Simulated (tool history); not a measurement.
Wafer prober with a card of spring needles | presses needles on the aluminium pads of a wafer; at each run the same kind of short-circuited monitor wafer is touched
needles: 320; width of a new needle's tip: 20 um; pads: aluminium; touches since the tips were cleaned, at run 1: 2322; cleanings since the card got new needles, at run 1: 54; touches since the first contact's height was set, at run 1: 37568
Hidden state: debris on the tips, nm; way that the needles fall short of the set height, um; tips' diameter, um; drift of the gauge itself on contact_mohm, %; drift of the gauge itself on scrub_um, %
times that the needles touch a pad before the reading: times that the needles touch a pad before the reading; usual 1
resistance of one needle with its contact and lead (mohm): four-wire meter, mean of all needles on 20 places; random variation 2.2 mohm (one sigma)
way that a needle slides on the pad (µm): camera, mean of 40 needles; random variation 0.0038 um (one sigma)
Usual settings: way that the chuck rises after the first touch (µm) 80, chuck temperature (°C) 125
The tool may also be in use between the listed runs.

run   hour  way that the chuck rises after the first touch (µm)  chuck temperature (°C)  times that the needles touch a pad before the reading  touches since the tips were cleaned  cleanings since the card got new needles  touches since the first contact's height was set  resistance of one needle with its contact and lead (mohm)  way that a needle slides on the pad (µm)
  1    0.0                                                   80                     125                                                      1                                 2322                                        54                                             37568                                                        270                                    12.481
      11.7  -- tips cleaned on abrasive film
  2   24.5                                                   80                     125                                                      1                                 5858                                        55                                             48712                                                        291                                    12.475
      27.8  -- tips cleaned on abrasive film
      43.8  -- tips cleaned on abrasive film
  3   46.2                                                   80                     125                                                      2                                 1077                                        57                                             58537                                                        257                                    12.447
      59.4  -- tips cleaned on abrasive film
  4   59.4                                                   80                     125                                                      2                                    0                                        58                                             64520                                                        242                                    12.447
  5   72.2                                                   80                     125                                                      2                                 5831                                        58                                             70351                                                        269                                    12.439
      76.1  -- tips cleaned on abrasive film
  6   87.6                                                   80                     125                                                      2                                 5273                                        59                                             77359                                                        268                                    12.427
      92.5  -- tips cleaned on abrasive film
      99.9  -- height of the first contact set anew
  7  101.5                                                   80                     125                                                      2                                 4006                                        60                                               748                                                        267                                    12.520
     109.2  -- tips cleaned on abrasive film
  8  118.2                                                   80                     125                                                      2                                 4118                                        61                                              8333                                                        269                                    12.507
     125.6  -- tips cleaned on abrasive film
  9  136.4                                                   80                     125                                                      2                                 4920                                        62                                             16567                                                        267                                    12.503
     141.8  -- tips cleaned on abrasive film
 10  153.8                                                   80                     125                                                      2                                 5506                                        63                                             24485                                                        272                                    12.497
     157.4  -- tips cleaned on abrasive film
 11  168.4                                                   80                     113                                                      1                                 5010                                        64                                             31088                                                        287                                    12.483
     173.0  -- tips cleaned on abrasive film
     189.2  -- tips cleaned on abrasive film
 12  191.3                                                   80                     113                                                      1                                  988                                        66                                             41491                                                        254                                    12.465
     206.2  -- tips cleaned on abrasive film
 13  213.9                                                   80                     125                                                      1                                 3555                                        67                                             51769                                                        279                                    12.456
     221.8  -- tips cleaned on abrasive film
 14  235.5                                                   80                      64                                                      3                                 6249                                        68                                             61570                                                        247                                    12.453
     237.6  -- tips cleaned on abrasive film
 15  250.8                                                   65                      49                                                      1                                 6051                                        69                                             68534                                                        315                                    10.098
     254.0  -- tips cleaned on abrasive film
     270.3  -- tips cleaned on abrasive film
 16  270.3                                                   65                      49                                                      1                                    0                                        71                                             77349                                                        229                                    10.081
     282.6  -- height of the first contact set anew
     286.6  -- tips cleaned on abrasive film
 17  287.2                                                   83                     124                                                      1                                  260                                        72                                              2023                                                        244                                    12.982
     303.5  -- tips cleaned on abrasive film
 18  308.0                                                   80                      61                                                      2                                 2067                                        73                                             11495                                                        246                                    12.506
     319.4  -- tips cleaned on abrasive film
 19  326.9                                                   87                      44                                                      2                                 3408                                        74                                             20071                                                        246                                    13.592
     336.0  -- tips cleaned on abrasive film
     351.8  -- tips cleaned on abrasive film
 20  351.8                                                   80                     122                                                      2                                    0                                        76                                             31360                                                        241                                    12.482
 21  366.6                                                   77                      35                                                      2                                 6743                                        76                                             38103                                                        265                                    12.018
     368.4  -- tips cleaned on abrasive film
 22  380.1                                                   77                      35                                                      2                                 5340                                        77                                             44228                                                        258                                    12.007

The next listed run, before its measurement:
     384.2  -- tips cleaned on abrasive film
     400.3  -- tips cleaned on abrasive film
 23  404.2                                                   77                      35                                                      2                                 1750                                        79                                             55143                                                          ?                                         ?

{"run 23": {"resistance of one needle with its contact and lead (mohm)": 238, "way that a needle slides on the pad (µm)": 11.99}}
Without the tool's hidden state the same run would have given resistance of one needle with its contact and lead (mohm) 217, way that a needle slides on the pad (µm) 12.051.
